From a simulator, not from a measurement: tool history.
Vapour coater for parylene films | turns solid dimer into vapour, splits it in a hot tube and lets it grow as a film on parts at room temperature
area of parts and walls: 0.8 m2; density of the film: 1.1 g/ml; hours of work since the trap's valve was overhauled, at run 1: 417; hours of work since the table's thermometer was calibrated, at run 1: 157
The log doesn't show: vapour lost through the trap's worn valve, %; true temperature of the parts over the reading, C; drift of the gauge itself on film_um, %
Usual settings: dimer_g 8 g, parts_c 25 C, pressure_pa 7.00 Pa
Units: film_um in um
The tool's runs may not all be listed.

run	hour	dimer_g	parts_c	pressure_pa	hours of work since the trap's valve was overhauled	hours of work since the table's thermometer was calibrated	film_um
1	0.0	8	25	7.00	417	157	5.83
2	21.6	8	25	8.37	436	176	5.71
# hour 35.2: trap's valve overhauled
3	60.1	8	25	4.96	22	206	6.33
4	91.5	8	25	4.96	49	233	6.30
5	125.5	8	25	4.96	79	263	6.27
6	154.7	8	24	7.00	104	288	6.26
7	187.3	8	24	7.00	132	317	6.25
8	218.0	8	24	7.00	159	343	6.18
9	240.6	8	25	7.00	179	363	5.92
10	276.9	8	25	7.00	210	395	5.92
11	309.3	8	25	7.00	238	423	5.90
12	340.1	4	25	6.02	265	450	2.96
13	355.0	4	25	6.02	278	463	2.99
14	390.6	9	31	10.37	309	494	4.91
15	426.5	8	25	2.31	340	525	6.38
16	455.6	4	25	3.14	366	550	3.09
17	475.2	6	25	11.72	383	567	4.10
18	507.9	6	25	11.72	411	596	4.05
19	542.0	6	25	11.72	441	625	4.08
# hour 549.0: trap's valve overhauled
20	572.0	4	29	4.96	20	648	2.62
21	589.2	10	23	7.00	35	663	8.20

3 ways to go on from here, each from the tool as it stands after run 21. What would each give?
A	624.2	6	19	2.10	65	693	?
B	624.2	10	36	7.00	65	693	?
C	624.2	10	19	7.00	65	693	?

run	film_um
A	6.48
B	4.82
C	9.57
Without the tool's hidden state the same runs would have given:
run	film_um
A	6.68
B	5.01
C	9.95
